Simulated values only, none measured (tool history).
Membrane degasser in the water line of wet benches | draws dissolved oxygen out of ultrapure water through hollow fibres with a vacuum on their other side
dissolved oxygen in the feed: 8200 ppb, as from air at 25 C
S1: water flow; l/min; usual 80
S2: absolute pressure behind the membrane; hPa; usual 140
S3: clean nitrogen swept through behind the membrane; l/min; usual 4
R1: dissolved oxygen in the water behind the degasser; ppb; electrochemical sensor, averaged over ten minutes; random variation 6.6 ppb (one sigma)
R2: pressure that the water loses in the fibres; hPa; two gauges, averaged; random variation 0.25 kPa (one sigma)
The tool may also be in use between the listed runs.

run,hour,S1,S2,S3,R1,R2
1,0,80,140,4,659,652.8
2,37.2,80,140,4,652.4,649.9
3,88.2,80,140,4,651.2,655.4
4,145.2,80,140,4,654.7,653.2
5,219.2,80,134,4,636.2,653.9
6,262.7,80,134,4,632.7,653.2
7,313.4,57,140,4,408,465.7
8,352.1,104,140,4,967.1,848.4
9,388,104,140,4,966.9,845.8
10,450.4,104,140,4,963.3,845.9
11,494.6,80,140,4,646.2,652.2
12,558.1,80,140,11.92,392.5,653.2
13,594.5,80,140,11.92,391.3,648.2
14,631,80,140,11.92,380.8,650

Run 15 comes next. What will it give?
15,704.4,86,318,4.9,?,?

R1: 1243.3 ppb
R2: 704 hPa
Without the tool's hidden state the same run would have given R1 1243 ppb, R2 703.8 hPa.
